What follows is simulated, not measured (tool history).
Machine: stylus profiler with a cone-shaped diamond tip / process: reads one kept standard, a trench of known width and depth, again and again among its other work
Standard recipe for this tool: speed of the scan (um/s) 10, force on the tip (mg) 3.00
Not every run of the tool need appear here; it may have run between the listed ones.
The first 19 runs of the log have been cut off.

run      day  speed of the scan (um/s)  force on the tip (mg)  scans with this tip  hours of work since the height scale was calibrated  depth of the trench (angstrom)  width of the trench's floor (nm)
 20   59.483                         8                   1.62                 4093                                                  474                         10058.3                             43900
 21   61.467                         3                   1.43                 4406                                                  510                         10049.7                             43970
 22   64.917                        35                   2.08                 4951                                                  573                         10063.6                             43870
 23   67.592                         7                   1.86                 5374                                                  622                         10061.8                             43940
 24   70.154                         7                   1.86                 5778                                                  669                         10064.9                             43900
 25   73.783                         8                   3.00                 6352                                                  735                         10084.4                             43970
 26   75.875                         8                   6.23                 6682                                                  773                         10140.6                             43960
 27   79.558                         8                   6.23                 7264                                                  841                         10141.6                             43920
 28   83.796                         8                   6.23                 7933                                                  918                         10140.0                             43940
 29   86.296                         2                   3.93                 8328                                                  964                         10103.3                             44010
 30   90.117                         2                   3.93                 8932                                                 1034                         10103.9                             43930
      92.183  -- new tip fitted, height scale calibrated
 31   92.904                         2                   3.93                  114                                                   13                         10105.6                             44030
 32   95.838                         2                   3.93                  577                                                   67                         10103.3                             44010
 33   99.854                         2                   3.93                 1212                                                  140                         10106.2                             43990
 34  103.008                         4                   3.69                 1710                                                  198                         10097.6                             44060

Consider 5 possible next runs. They are alternatives, not a sequence: every one starts from the tool as it was left by run 34. What does each give?
  A  106.096                        10                   1.62                 2198                                                  254                               ?                                 ?
  B  106.096                        19                   4.38                 2198                                                  254                               ?                                 ?
  C  106.096                        10                   2.36                 2198                                                  254                               ?                                 ?
  D  106.096                         4                   1.56                 2198                                                  254                               ?                                 ?
  E  106.096                         3                   3.69                 2198                                                  254                               ?                                 ?

run  depth of the trench (angstrom)  width of the trench's floor (nm)
  A                         10057.3                             43970
  B                         10111.6                             43930
  C                         10070.3                             43950
  D                         10054.8                             43990
  E                         10095.8                             44020
With no hidden state in the tool, these same runs would have given:
run  depth of the trench (angstrom)  width of the trench's floor (nm)
  A                         10057.2                             43980
  B                         10111.5                             43940
  C                         10070.2                             43960
  D                         10054.7                             44000
  E                         10095.8                             44020
